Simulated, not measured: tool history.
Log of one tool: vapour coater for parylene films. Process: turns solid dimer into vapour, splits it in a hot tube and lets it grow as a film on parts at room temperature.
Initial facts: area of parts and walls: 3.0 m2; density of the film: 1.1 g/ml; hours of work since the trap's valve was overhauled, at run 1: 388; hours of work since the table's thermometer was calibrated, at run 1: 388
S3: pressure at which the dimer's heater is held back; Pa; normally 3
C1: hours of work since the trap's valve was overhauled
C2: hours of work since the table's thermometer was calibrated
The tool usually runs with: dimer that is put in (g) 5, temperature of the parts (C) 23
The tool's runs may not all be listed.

Run 1, day 0: usual settings; C1 388; C2 388. Result: thickness of the film (µm) 1.23.
Run 2, day 0.629: usual settings; C1 399; C2 399. Result: thickness of the film (µm) 1.232.
Run 3, day 1.838: usual settings; C1 420; C2 420. Result: thickness of the film (µm) 1.228.
Run 4, day 2.712: usual settings but dimer that is put in (g) 6; C1 435; C2 435. Result: thickness of the film (µm) 1.486.
Run 5, day 3.233: usual settings; C1 444; C2 444. Result: thickness of the film (µm) 1.216.
Run 6, day 4.383: usual settings; C1 464; C2 464. Result: thickness of the film (µm) 1.219.
Run 7, day 5.038: usual settings; C1 475; C2 475. Result: thickness of the film (µm) 1.231.
Run 8, day 5.608: usual settings; C1 485; C2 485. Result: thickness of the film (µm) 1.228.
Run 9, day 6.804: usual settings; C1 506; C2 506. Result: thickness of the film (µm) 1.22.
Run 10, day 7.408: usual settings; C1 516; C2 516. Result: thickness of the film (µm) 1.217.
Run 11, day 8.45: usual settings; C1 534; C2 534. Result: thickness of the film (µm) 1.233.
At day 9.796: trap's valve overhauled.
Run 12, day 9.812: usual settings; C1 0; C2 555. Result: thickness of the film (µm) 1.176.
Run 13, day 10.308: usual settings; C1 9; C2 564. Result: thickness of the film (µm) 1.178.
Run 14, day 10.879: usual settings; C1 19; C2 574. Result: thickness of the film (µm) 1.177.
At day 12.05: trap's valve overhauled, once more.
Run 15, day 12.117: usual settings; C1 1; C2 592. Result: thickness of the film (µm) 1.283.
Run 16, day 13.312: usual settings; C1 22; C2 613. Result: thickness of the film (µm) 1.281.
Run 17, day 14.188: usual settings; C1 37; C2 628. Result: thickness of the film (µm) 1.288.
Run 18, day 14.912: usual settings but temperature of the parts (C) 17, S3 8.94 Pa; C1 50; C2 641. Result: thickness of the film (µm) 1.293.
Run 19, day 15.733: usual settings but dimer that is put in (g) 4, temperature of the parts (C) 17, S3 9.05 Pa; C1 64; C2 655. Result: thickness of the film (µm) 1.037.
Run 20, day 16.371: usual settings but dimer that is put in (g) 4, temperature of the parts (C) 17, S3 9.05 Pa; C1 75; C2 666. Result: thickness of the film (µm) 1.036.
Run 21, day 17.421: usual settings but dimer that is put in (g) 2, S3 8.88 Pa; C1 93; C2 684. Result: thickness of the film (µm) 0.431.
Run 22, day 18.571: usual settings but dimer that is put in (g) 2, temperature of the parts (C) 30, S3 4.01 Pa; C1 113; C2 704. Result: thickness of the film (µm) 0.37.
Run 23, day 19.221: usual settings but dimer that is put in (g) 2, temperature of the parts (C) 30, S3 4.01 Pa; C1 124; C2 715. Result: thickness of the film (µm) 0.373.
Run 24, day 20.038: usual settings but temperature of the parts (C) 33, S3 5.64 Pa; C1 139; C2 730. Result: thickness of the film (µm) 0.805.
Run 25, day 20.542: usual settings but dimer that is put in (g) 6, temperature of the parts (C) 28, S3 2.48 Pa; C1 147; C2 738. Result: thickness of the film (µm) 1.353.
Run 26, day 21.671: usual settings but dimer that is put in (g) 7, temperature of the parts (C) 25, S3 2.48 Pa; C1 167; C2 758. Result: thickness of the film (µm) 1.735.
Run 27, day 22.462: usual settings but S3 2.4 Pa; C1 181; C2 772. Result: thickness of the film (µm) 1.324.
Run 28, day 23.371: usual settings but temperature of the parts (C) 30; C1 196; C2 787. Result: thickness of the film (µm) 1.01.
Run 29, day 24.15: usual settings but temperature of the parts (C) 26, S3 9.65 Pa; C1 210; C2 801. Result: thickness of the film (µm) 0.928.
Run 30, day 25.212: usual settings but dimer that is put in (g) 8, temperature of the parts (C) 28, S3 5.62 Pa; C1 228; C2 819. Result: thickness of the film (µm) 1.495.
Run 31, day 25.833: usual settings but temperature of the parts (C) 17, S3 2.07 Pa; C1 239; C2 830. Result: thickness of the film (µm) 1.42.
Run 32, day 26.742: usual settings but temperature of the parts (C) 17, S3 2.07 Pa; C1 255; C2 846. Result: thickness of the film (µm) 1.439.
Run 33, day 27.792: usual settings but temperature of the parts (C) 20; C1 273; C2 864. Result: thickness of the film (µm) 1.395.
Run 34, day 28.717: usual settings but temperature of the parts (C) 20; C1 289; C2 880. Result: thickness of the film (µm) 1.407.

Take each entry between the runs: how does the hidden state at the last listed run before it differ from the hidden state at the first listed run after it?
Between runs 11 and 12: trap's valve overhauled (day 9.796)
  vapour lost through the trap's worn valve, %: 5.5 -> 8.9; true temperature of the parts over the reading, C: -0.56 -> -0.58
  measured result minus the result with no hidden state, thickness of the film (µm): -0.046 -> -0.089
Between runs 14 and 15: trap's valve overhauled, once more (day 12.05)
  vapour lost through the trap's worn valve, %: 9 -> 0.2; true temperature of the parts over the reading, C: -0.61 -> -0.63
  measured result minus the result with no hidden state, thickness of the film (µm): -0.091 -> +0.026
